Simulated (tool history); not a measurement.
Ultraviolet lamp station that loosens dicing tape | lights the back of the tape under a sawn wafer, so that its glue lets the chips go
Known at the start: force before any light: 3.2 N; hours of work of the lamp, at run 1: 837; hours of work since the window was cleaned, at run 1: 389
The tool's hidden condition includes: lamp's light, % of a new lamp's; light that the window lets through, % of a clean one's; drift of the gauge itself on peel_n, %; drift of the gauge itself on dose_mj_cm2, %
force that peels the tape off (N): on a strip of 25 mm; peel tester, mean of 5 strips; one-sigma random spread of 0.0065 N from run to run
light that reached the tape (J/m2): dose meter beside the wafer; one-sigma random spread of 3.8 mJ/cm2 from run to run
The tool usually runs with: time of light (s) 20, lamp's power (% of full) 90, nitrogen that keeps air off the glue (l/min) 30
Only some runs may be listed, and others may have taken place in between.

| run | hour | time of light (s) | lamp's power (% of full) | nitrogen that keeps air off the glue (l/min) | hours of work of the lamp | hours of work since the window was cleaned | force that peels the tape off (N) | light that reached the tape (J/m2) |
|---|---|---|---|---|---|---|---|---|
| 1 | 0 | 20 | 90 | 30 | 837 | 389 | 0.325 | 5360 |
| 2 | 34.9 | 20 | 90 | 30 | 856 | 408 | 0.33 | 5350 |
|  | 59.8 | window cleaned of glue's vapour |
| 3 | 62.7 | 14 | 90 | 30 | 871 | 2 | 0.69 | 3510 |
| 4 | 92.4 | 20 | 90 | 30 | 888 | 18 | 0.392 | 5000 |
| 5 | 127.3 | 20 | 90 | 30 | 908 | 38 | 0.377 | 4920 |
|  | 142.2 | window cleaned of glue's vapour, once more |
| 6 | 157.6 | 20 | 90 | 30 | 924 | 9 | 0.301 | 5630 |
| 7 | 175.1 | 20 | 90 | 23 | 934 | 18 | 0.354 | 5680 |
| 8 | 206.7 | 20 | 90 | 23 | 952 | 36 | 0.341 | 5690 |
| 9 | 244.2 | 20 | 90 | 30 | 973 | 57 | 0.295 | 5530 |
| 10 | 271.1 | 20 | 90 | 30 | 988 | 72 | 0.28 | 5540 |
| 11 | 295.9 | 20 | 90 | 30 | 1002 | 86 | 0.315 | 5510 |
| 12 | 320.9 | 20 | 90 | 30 | 1016 | 100 | 0.288 | 5480 |
| 13 | 342.2 | 20 | 90 | 30 | 1028 | 112 | 0.312 | 5440 |
| 14 | 368.7 | 12 | 90 | 30 | 1043 | 127 | 0.752 | 3270 |
| 15 | 393.7 | 10 | 94 | 30 | 1057 | 141 | 0.918 | 2850 |
| 16 | 418.9 | 20 | 83 | 11 | 1071 | 155 | 0.703 | 4930 |
| 17 | 459.4 | 18 | 68 | 11 | 1094 | 178 | 1.017 | 3630 |
| 18 | 492.3 | 36 | 71 | 16 | 1113 | 197 | 0.247 | 7580 |
| 19 | 515.5 | 20 | 90 | 28 | 1126 | 210 | 0.343 | 5310 |
| 20 | 537.4 | 18 | 86 | 24 | 1138 | 222 | 0.51 | 4550 |
| 21 | 571.8 | 18 | 86 | 24 | 1157 | 241 | 0.515 | 4510 |
| 22 | 601 | 18 | 86 | 24 | 1174 | 258 | 0.509 | 4460 |
| 23 | 623.9 | 15 | 78 | 10 | 1186 | 271 | 1.138 | 3380 |
| 24 | 643.2 | 15 | 78 | 10 | 1197 | 281 | 1.174 | 3370 |
| 25 | 668.8 | 20 | 82 | 55 | 1212 | 296 | 0.288 | 4690 |
| 26 | 697.8 | 20 | 72 | 55 | 1228 | 312 | 0.385 | 4050 |

Alternative continuations, all from the tool just after run 26; predict every row:
| A | 732.4 | 29 | 69 | 30 | 1247 | 332 | ? | ? |
| B | 732.4 | 16 | 73 | 55 | 1247 | 332 | ? | ? |
| C | 732.4 | 18 | 72 | 29 | 1247 | 332 | ? | ? |
| D | 732.4 | 14 | 82 | 37 | 1247 | 332 | ? | ? |
| E | 732.4 | 36 | 72 | 12 | 1247 | 332 | ? | ? |

| run | force that peels the tape off (N) | light that reached the tape (J/m2) |
|---|---|---|
| A | 0.306 | 5670 |
| B | 0.587 | 3340 |
| C | 0.621 | 3650 |
| D | 0.71 | 3220 |
| E | 0.324 | 7360 |
With the hidden condition removed and each run's random variation left untouched, the same runs would have given:
| run | force that peels the tape off (N) | light that reached the tape (J/m2) |
|---|---|---|
| A | 0.175 | 7330 |
| B | 0.37 | 4310 |
| C | 0.401 | 4730 |
| D | 0.466 | 4180 |
| E | 0.182 | 9510 |

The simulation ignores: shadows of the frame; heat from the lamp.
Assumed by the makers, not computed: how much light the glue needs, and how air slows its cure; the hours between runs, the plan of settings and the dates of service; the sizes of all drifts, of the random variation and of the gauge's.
